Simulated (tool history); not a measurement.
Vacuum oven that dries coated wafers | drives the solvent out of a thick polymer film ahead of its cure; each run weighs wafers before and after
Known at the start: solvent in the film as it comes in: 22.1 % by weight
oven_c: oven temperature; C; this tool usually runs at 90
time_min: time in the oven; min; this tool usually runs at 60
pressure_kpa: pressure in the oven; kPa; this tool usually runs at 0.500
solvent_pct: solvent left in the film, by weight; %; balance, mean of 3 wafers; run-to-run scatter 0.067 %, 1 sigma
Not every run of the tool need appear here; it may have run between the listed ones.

Run 1, hour 0.0: usual settings. Result: solvent_pct 5.69 %.
Run 2, hour 41.6: usual settings. Result: solvent_pct 5.60 %.
Run 3, hour 70.7: usual settings but pressure_kpa 1.369 kPa. Result: solvent_pct 6.60 %.
Run 4, hour 121.2: usual settings but pressure_kpa 1.369 kPa. Result: solvent_pct 6.61 %.
Run 5, hour 174.6: usual settings but time_min 30 min, pressure_kpa 1.369 kPa. Result: solvent_pct 10.67 %.
Run 6, hour 230.6: usual settings but time_min 30 min, pressure_kpa 1.369 kPa. Result: solvent_pct 10.67 %.
Run 7, hour 268.4: usual settings but time_min 30 min, pressure_kpa 1.369 kPa. Result: solvent_pct 10.84 %.
Run 8, hour 308.0: usual settings. Result: solvent_pct 6.01 %.
Run 9, hour 372.6: usual settings but time_min 47 min. Result: solvent_pct 7.37 %.
Run 10, hour 425.0: usual settings but pressure_kpa 1.636 kPa. Result: solvent_pct 7.08 %.
Run 11, hour 493.7: usual settings. Result: solvent_pct 5.83 %.
Run 12, hour 536.7: usual settings but oven_c 104 C. Result: solvent_pct 2.00 %.
Run 13, hour 595.6: usual settings but oven_c 82 C. Result: solvent_pct 9.03 %.
Run 14, hour 654.2: usual settings but time_min 79 min. Result: solvent_pct 4.49 %.
Run 15, hour 709.4: usual settings but pressure_kpa 0.973 kPa. Result: solvent_pct 6.30 %.
Run 16, hour 740.3: usual settings but pressure_kpa 1.812 kPa. Result: solvent_pct 7.28 %.
Run 17, hour 797.3: usual settings but pressure_kpa 1.812 kPa. Result: solvent_pct 7.57 %.
Run 18, hour 830.6: usual settings but pressure_kpa 1.812 kPa. Result: solvent_pct 6.23 %.
Run 19, hour 860.8: usual settings. Result: solvent_pct 5.19 %.
Run 20, hour 901.7: usual settings. Result: solvent_pct 5.07 %.
Run 21, hour 964.5: usual settings but oven_c 87 C. Result: solvent_pct 6.29 %.
Run 22, hour 1031.4: usual settings but oven_c 87 C. Result: solvent_pct 6.18 %.
Run 23, hour 1094.8: usual settings but oven_c 75 C. Result: solvent_pct 10.83 %.
Run 24, hour 1132.1: usual settings but oven_c 93 C, pressure_kpa 0.311 kPa. Result: solvent_pct 3.61 %.
Run 25, hour 1165.5: usual settings but oven_c 93 C, pressure_kpa 0.311 kPa. Result: solvent_pct 3.49 %.
Run 26, hour 1205.7: usual settings. Result: solvent_pct 4.59 %.
Run 27, hour 1240.9: usual settings but oven_c 88 C, time_min 42 min, pressure_kpa 0.519 kPa. Result: solvent_pct 7.63 %.
Run 28, hour 1291.1: usual settings but oven_c 88 C, time_min 42 min, pressure_kpa 0.493 kPa. Result: solvent_pct 7.63 %.
Run 29, hour 1348.5: usual settings but time_min 31 min, pressure_kpa 1.821 kPa. Result: solvent_pct 9.76 %.
Run 30, hour 1387.9: usual settings but oven_c 88 C, time_min 98 min, pressure_kpa 0.412 kPa. Result: solvent_pct 2.69 %.
Run 31, hour 1453.5: usual settings but oven_c 93 C. Result: solvent_pct 3.86 %.
Run 32, hour 1488.5: usual settings but oven_c 86 C, time_min 36 min, pressure_kpa 0.508 kPa. Result: solvent_pct 9.43 %.
Run 33, hour 1532.2: usual settings but oven_c 86 C, time_min 36 min, pressure_kpa 0.508 kPa. Result: solvent_pct 9.40 %.
Run 34, hour 1580.4: usual settings but oven_c 86 C, time_min 36 min, pressure_kpa 0.508 kPa. Result: solvent_pct 9.37 %.
Run 35, hour 1611.9: usual settings but oven_c 86 C, time_min 36 min, pressure_kpa 0.508 kPa. Result: solvent_pct 9.36 %.
Run 36, hour 1656.7: usual settings but oven_c 88 C, time_min 36 min. Result: solvent_pct 8.66 %.
Run 37, hour 1688.1: usual settings but oven_c 97 C, time_min 71 min, pressure_kpa 0.841 kPa. Result: solvent_pct 2.31 %.
Run 38, hour 1729.4: usual settings but oven_c 97 C, time_min 71 min, pressure_kpa 0.841 kPa. Result: solvent_pct 2.46 %.
Run 39, hour 1792.1: usual settings but time_min 54 min. Result: solvent_pct 5.56 %.
Run 40, hour 1861.5: usual settings but time_min 49 min. Result: solvent_pct 6.21 %.
Run 41, hour 1913.0: usual settings but oven_c 92 C, time_min 30 min. Result: solvent_pct 8.74 %.
Run 42, hour 1963.7: usual settings but pressure_kpa 1.497 kPa. Result: solvent_pct 5.83 %.
Run 43, hour 2026.7: usual settings but oven_c 105 C, time_min 76 min, pressure_kpa 0.745 kPa. Result: solvent_pct 1.04 %.
Run 44, hour 2079.9: usual settings but oven_c 105 C, time_min 76 min, pressure_kpa 0.745 kPa. Result: solvent_pct 0.97 %.
Run 45, hour 2126.5: usual settings but oven_c 85 C, time_min 30 min, pressure_kpa 0.855 kPa. Result: solvent_pct 11.35 %.
Run 46, hour 2160.1: usual settings but oven_c 85 C, time_min 44 min, pressure_kpa 1.466 kPa. Result: solvent_pct 9.78 %.

Not shown here: 3 entries made in the log between runs. Locate each between two listed runs and compare the hidden state at the listed run before it with the hidden state at the listed run after it:
From run 15 to run 16: vacuum gauge cleaned of residue and calibrated (hour 717.4)
  true wafer temperature over the reading, C: -3.27 -> -3.29; true pressure over the reading, kPa: 0.403 -> 0.571
  difference, measured minus the result without the unlogged condition, solvent_pct: +1.54 -> +1.75 %
From run 17 to run 18: oven's thermocouples calibrated (hour 810.0)
  true wafer temperature over the reading, C: -3.33 -> -0.26; true pressure over the reading, kPa: 0.582 -> 0.588
  difference, measured minus the result without the unlogged condition, solvent_pct: +1.80 -> +0.63 %
From run 23 to run 24: vacuum gauge cleaned of residue and calibrated, once more (hour 1132.1)
  true wafer temperature over the reading, C: -0.44 -> -0.47; true pressure over the reading, kPa: 0.638 -> 0.001
  difference, measured minus the result without the unlogged condition, solvent_pct: +0.91 -> +0.14 %
